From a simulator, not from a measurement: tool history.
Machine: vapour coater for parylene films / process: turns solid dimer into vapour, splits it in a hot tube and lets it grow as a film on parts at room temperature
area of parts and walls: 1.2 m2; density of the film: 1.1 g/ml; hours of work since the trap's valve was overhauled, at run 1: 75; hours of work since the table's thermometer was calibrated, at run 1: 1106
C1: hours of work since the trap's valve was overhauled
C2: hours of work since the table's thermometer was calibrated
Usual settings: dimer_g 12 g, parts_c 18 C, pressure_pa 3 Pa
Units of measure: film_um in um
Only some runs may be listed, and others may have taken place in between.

{"run": 1, "hour": 0.0, "dimer_g": 12, "parts_c": 18, "pressure_pa": 3, "C1": 75, "C2": 1106, "film_um": 6.89}
{"run": 2, "hour": 65.0, "dimer_g": 12, "parts_c": 18, "pressure_pa": 3, "C1": 107, "C2": 1138, "film_um": 6.79}
{"run": 3, "hour": 146.1, "dimer_g": 12, "parts_c": 18, "pressure_pa": 3, "C1": 147, "C2": 1178, "film_um": 6.79}
{"run": 4, "hour": 209.3, "dimer_g": 12, "parts_c": 18, "pressure_pa": 3, "C1": 178, "C2": 1209, "film_um": 6.71}
{"run": 5, "hour": 276.7, "dimer_g": 12, "parts_c": 18, "pressure_pa": 3, "C1": 212, "C2": 1243, "film_um": 6.71}
{"run": 6, "hour": 325.2, "dimer_g": 12, "parts_c": 18, "pressure_pa": 3, "C1": 236, "C2": 1267, "film_um": 6.49}
{"run": 7, "hour": 360.8, "dimer_g": 7, "parts_c": 18, "pressure_pa": 3, "C1": 253, "C2": 1284, "film_um": 3.81}
{"run": 8, "hour": 439.4, "dimer_g": 7, "parts_c": 18, "pressure_pa": 3, "C1": 292, "C2": 1323, "film_um": 3.8}
{"hour": 454.3, "done": "trap's valve overhauled"}
{"run": 9, "hour": 492.9, "dimer_g": 12, "parts_c": 21, "pressure_pa": 3, "C1": 19, "C2": 1347, "film_um": 6.56}
{"run": 10, "hour": 552.1, "dimer_g": 12, "parts_c": 18, "pressure_pa": 3, "C1": 48, "C2": 1377, "film_um": 6.95}
{"run": 11, "hour": 622.6, "dimer_g": 12, "parts_c": 18, "pressure_pa": 8.17, "C1": 83, "C2": 1411, "film_um": 5.82}
{"run": 12, "hour": 687.2, "dimer_g": 12, "parts_c": 13, "pressure_pa": 3, "C1": 115, "C2": 1443, "film_um": 7.54}
{"run": 13, "hour": 759.1, "dimer_g": 12, "parts_c": 13, "pressure_pa": 3, "C1": 150, "C2": 1479, "film_um": 7.49}
{"run": 14, "hour": 805.3, "dimer_g": 12, "parts_c": 13, "pressure_pa": 3, "C1": 173, "C2": 1502, "film_um": 7.43}
{"run": 15, "hour": 864.7, "dimer_g": 12, "parts_c": 18, "pressure_pa": 3, "C1": 203, "C2": 1531, "film_um": 6.68}
{"run": 16, "hour": 913.4, "dimer_g": 12, "parts_c": 18, "pressure_pa": 3, "C1": 227, "C2": 1555, "film_um": 6.69}
{"run": 17, "hour": 948.6, "dimer_g": 12, "parts_c": 18, "pressure_pa": 3, "C1": 244, "C2": 1572, "film_um": 6.66}
{"run": 18, "hour": 1002.6, "dimer_g": 12, "parts_c": 18, "pressure_pa": 3, "C1": 271, "C2": 1599, "film_um": 6.7}
{"hour": 1060.0, "done": "trap's valve overhauled"}
{"run": 19, "hour": 1066.9, "dimer_g": 12, "parts_c": 18, "pressure_pa": 2.05, "C1": 3, "C2": 1629, "film_um": 7.47}
{"run": 20, "hour": 1109.3, "dimer_g": 12, "parts_c": 27, "pressure_pa": 3, "C1": 24, "C2": 1650, "film_um": 5.87}
{"run": 21, "hour": 1161.4, "dimer_g": 12, "parts_c": 27, "pressure_pa": 3, "C1": 50, "C2": 1675, "film_um": 5.82}
{"run": 22, "hour": 1215.6, "dimer_g": 12, "parts_c": 18, "pressure_pa": 7.9, "C1": 77, "C2": 1702, "film_um": 5.89}
{"hour": 1220.8, "done": "table's thermometer calibrated"}
{"run": 23, "hour": 1271.2, "dimer_g": 12, "parts_c": 18, "pressure_pa": 7.9, "C1": 104, "C2": 25, "film_um": 5.9}
{"run": 24, "hour": 1317.6, "dimer_g": 12, "parts_c": 18, "pressure_pa": 10.69, "C1": 127, "C2": 48, "film_um": 5.5}
{"run": 25, "hour": 1362.2, "dimer_g": 12, "parts_c": 18, "pressure_pa": 10.69, "C1": 149, "C2": 70, "film_um": 5.52}
{"run": 26, "hour": 1413.7, "dimer_g": 21, "parts_c": 23, "pressure_pa": 6.56, "C1": 174, "C2": 95, "film_um": 9.38}

Forecast run 27:
{"run": 27, "hour": 1471.6, "dimer_g": 21, "parts_c": 23, "pressure_pa": 6.56, "C1": 203, "C2": 124, "film_um": "?"}

Run 27 gave film_um 9.23 um.
Minus the tool's unlogged condition, the same run would have read film_um 9.4 um.

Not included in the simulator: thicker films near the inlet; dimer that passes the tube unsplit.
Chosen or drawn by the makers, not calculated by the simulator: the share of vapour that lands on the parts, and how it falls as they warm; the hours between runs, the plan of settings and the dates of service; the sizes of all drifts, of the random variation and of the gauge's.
